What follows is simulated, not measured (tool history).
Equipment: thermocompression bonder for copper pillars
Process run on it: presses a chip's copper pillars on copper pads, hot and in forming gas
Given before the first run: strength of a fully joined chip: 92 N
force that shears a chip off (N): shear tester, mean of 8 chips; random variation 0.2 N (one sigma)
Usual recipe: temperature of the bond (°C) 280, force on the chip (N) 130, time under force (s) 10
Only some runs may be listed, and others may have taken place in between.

run,hour,temperature of the bond (°C),force on the chip (N),time under force (s),force that shears a chip off (N)
1,0,280,130,10,35.8
2,34,280,130,10,35.9
# hour 39.7: forming gas filter changed
3,65.6,280,130,10,35.9
4,118.6,280,130,10,36.1
5,178.9,280,102,10,27.1
6,211.3,280,102,10,27.3
7,260.1,280,130,10,35.6
8,328.5,280,130,10,36.1
# hour 333: forming gas filter changed
9,390.9,303,130,10,44.5
10,425.8,303,130,10,44.8
11,459.1,294,130,10,41.4
12,509.6,294,130,10,41.5
13,563.5,280,130,20,46.9
14,619.7,280,130,20,46.4
# hour 628.7: forming gas filter changed
15,685.2,280,130,20,46.9
16,756.3,280,130,8,33.3
17,803.4,280,130,8,33.5
# hour 834: heater calibrated with a thermocouple chip
18,875.6,280,130,8,32.7
19,917.1,280,130,8,33.2
# hour 924.3: forming gas filter changed
20,970.9,270,98,10,23.5
21,1031.1,308,130,9,45.3
22,1101.8,278,136,9,35.7
23,1158.4,278,136,9,35.7
24,1194.4,278,86,8,20
# hour 1217.4: forming gas filter changed
25,1245.5,278,86,8,20
26,1286.5,296,130,10,42.1
27,1330,296,130,10,42.6
28,1397.3,296,130,10,42.5
29,1463.7,266,130,10,31.4
# hour 1513.8: forming gas filter changed
30,1524,280,143,17,48.3
31,1583.6,281,195,10,55.4

The next listed run, before its measurement:
32,1640.4,281,104,10,?

Run 32 yielded force that shears a chip off (N) 28.9.
Minus the tool's unlogged condition, the same run would have read force that shears a chip off (N) 28.3.
